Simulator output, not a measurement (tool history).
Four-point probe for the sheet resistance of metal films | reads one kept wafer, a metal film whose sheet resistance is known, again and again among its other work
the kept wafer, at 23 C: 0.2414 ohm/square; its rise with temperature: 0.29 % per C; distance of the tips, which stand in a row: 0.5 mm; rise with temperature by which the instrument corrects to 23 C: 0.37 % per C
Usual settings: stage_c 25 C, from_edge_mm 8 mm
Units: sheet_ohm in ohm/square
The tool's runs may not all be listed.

{"run": 1, "hour": 0.0, "stage_c": 25, "from_edge_mm": 8, "sheet_ohm": 0.241459}
{"run": 2, "hour": 100.1, "stage_c": 25, "from_edge_mm": 8, "sheet_ohm": 0.241551}
{"run": 3, "hour": 201.7, "stage_c": 25, "from_edge_mm": 8, "sheet_ohm": 0.241481}
{"run": 4, "hour": 252.5, "stage_c": 25, "from_edge_mm": 8, "sheet_ohm": 0.241464}
{"run": 5, "hour": 360.0, "stage_c": 25, "from_edge_mm": 8, "sheet_ohm": 0.241491}
{"run": 6, "hour": 408.7, "stage_c": 25, "from_edge_mm": 14, "sheet_ohm": 0.241183}
{"run": 7, "hour": 497.4, "stage_c": 25, "from_edge_mm": 14, "sheet_ohm": 0.24111}
{"run": 8, "hour": 572.3, "stage_c": 23, "from_edge_mm": 8, "sheet_ohm": 0.241896}
{"hour": 638.0, "done": "new probe head fitted"}
{"run": 9, "hour": 656.1, "stage_c": 23, "from_edge_mm": 8, "sheet_ohm": 0.241882}
{"run": 10, "hour": 758.2, "stage_c": 23, "from_edge_mm": 8, "sheet_ohm": 0.241838}
{"run": 11, "hour": 844.7, "stage_c": 23, "from_edge_mm": 8, "sheet_ohm": 0.241884}
{"run": 12, "hour": 923.3, "stage_c": 23, "from_edge_mm": 8, "sheet_ohm": 0.241854}
{"run": 13, "hour": 977.9, "stage_c": 23, "from_edge_mm": 8, "sheet_ohm": 0.241947}
{"run": 14, "hour": 1063.1, "stage_c": 25, "from_edge_mm": 8, "sheet_ohm": 0.241539}
{"run": 15, "hour": 1166.0, "stage_c": 25, "from_edge_mm": 8, "sheet_ohm": 0.241511}
{"run": 16, "hour": 1224.5, "stage_c": 25, "from_edge_mm": 54, "sheet_ohm": 0.241023}
{"run": 17, "hour": 1289.9, "stage_c": 25, "from_edge_mm": 74, "sheet_ohm": 0.240988}
{"run": 18, "hour": 1376.3, "stage_c": 25, "from_edge_mm": 74, "sheet_ohm": 0.241026}
{"run": 19, "hour": 1461.3, "stage_c": 25, "from_edge_mm": 8, "sheet_ohm": 0.24153}
{"run": 20, "hour": 1546.2, "stage_c": 25, "from_edge_mm": 8, "sheet_ohm": 0.241524}
{"run": 21, "hour": 1627.3, "stage_c": 30, "from_edge_mm": 8, "sheet_ohm": 0.240599}
{"run": 22, "hour": 1731.4, "stage_c": 30, "from_edge_mm": 8, "sheet_ohm": 0.240589}
{"run": 23, "hour": 1851.1, "stage_c": 25, "from_edge_mm": 9, "sheet_ohm": 0.241592}
{"run": 24, "hour": 1900.2, "stage_c": 32, "from_edge_mm": 7, "sheet_ohm": 0.240335}
{"run": 25, "hour": 1951.7, "stage_c": 23, "from_edge_mm": 5, "sheet_ohm": 0.242674}
{"run": 26, "hour": 2054.5, "stage_c": 28, "from_edge_mm": 33, "sheet_ohm": 0.240454}
{"run": 27, "hour": 2166.9, "stage_c": 23, "from_edge_mm": 6, "sheet_ohm": 0.242353}
{"run": 28, "hour": 2216.7, "stage_c": 31, "from_edge_mm": 7, "sheet_ohm": 0.240574}
{"run": 29, "hour": 2279.4, "stage_c": 18, "from_edge_mm": 7, "sheet_ohm": 0.243109}
{"run": 30, "hour": 2368.1, "stage_c": 28, "from_edge_mm": 15, "sheet_ohm": 0.240635}
{"run": 31, "hour": 2470.3, "stage_c": 29, "from_edge_mm": 17, "sheet_ohm": 0.240356}
{"run": 32, "hour": 2539.1, "stage_c": 29, "from_edge_mm": 17, "sheet_ohm": 0.240356}
{"run": 33, "hour": 2638.4, "stage_c": 29, "from_edge_mm": 17, "sheet_ohm": 0.240321}
{"run": 34, "hour": 2722.7, "stage_c": 20, "from_edge_mm": 8, "sheet_ohm": 0.242517}
{"run": 35, "hour": 2801.9, "stage_c": 32, "from_edge_mm": 8, "sheet_ohm": 0.240141}
{"run": 36, "hour": 2887.3, "stage_c": 34, "from_edge_mm": 4, "sheet_ohm": 0.241349}
{"hour": 2915.2, "done": "new probe head fitted"}
{"run": 37, "hour": 2947.2, "stage_c": 30, "from_edge_mm": 14, "sheet_ohm": 0.240212}
{"run": 38, "hour": 3066.6, "stage_c": 35, "from_edge_mm": 30, "sheet_ohm": 0.239208}
{"run": 39, "hour": 3150.0, "stage_c": 19, "from_edge_mm": 38, "sheet_ohm": 0.242127}
{"run": 40, "hour": 3217.3, "stage_c": 23, "from_edge_mm": 14, "sheet_ohm": 0.241617}
{"hour": 3274.6, "done": "stage's thermometer calibrated"}
{"run": 41, "hour": 3317.1, "stage_c": 29, "from_edge_mm": 14, "sheet_ohm": 0.240392}
{"run": 42, "hour": 3421.1, "stage_c": 29, "from_edge_mm": 14, "sheet_ohm": 0.24039}
{"run": 43, "hour": 3517.0, "stage_c": 29, "from_edge_mm": 14, "sheet_ohm": 0.240351}
{"run": 44, "hour": 3628.7, "stage_c": 23, "from_edge_mm": 8, "sheet_ohm": 0.241933}
{"run": 45, "hour": 3733.9, "stage_c": 23, "from_edge_mm": 50, "sheet_ohm": 0.241418}

Forecast each of these 4 alternatives for the next run:
{"run": "A", "hour": 3790.7, "stage_c": 27, "from_edge_mm": 17, "sheet_ohm": "?"}
{"run": "B", "hour": 3790.7, "stage_c": 18, "from_edge_mm": 5, "sheet_ohm": "?"}
{"run": "C", "hour": 3790.7, "stage_c": 31, "from_edge_mm": 55, "sheet_ohm": "?"}
{"run": "D", "hour": 3790.7, "stage_c": 29, "from_edge_mm": 17, "sheet_ohm": "?"}

run=A sheet_ohm=0.240755
run=B sheet_ohm=0.243732
run=C sheet_ohm=0.239854
run=D sheet_ohm=0.240329
Without the tool's hidden state the same runs would have given:
run=A sheet_ohm=0.24076
run=B sheet_ohm=0.243737
run=C sheet_ohm=0.239859
run=D sheet_ohm=0.240334

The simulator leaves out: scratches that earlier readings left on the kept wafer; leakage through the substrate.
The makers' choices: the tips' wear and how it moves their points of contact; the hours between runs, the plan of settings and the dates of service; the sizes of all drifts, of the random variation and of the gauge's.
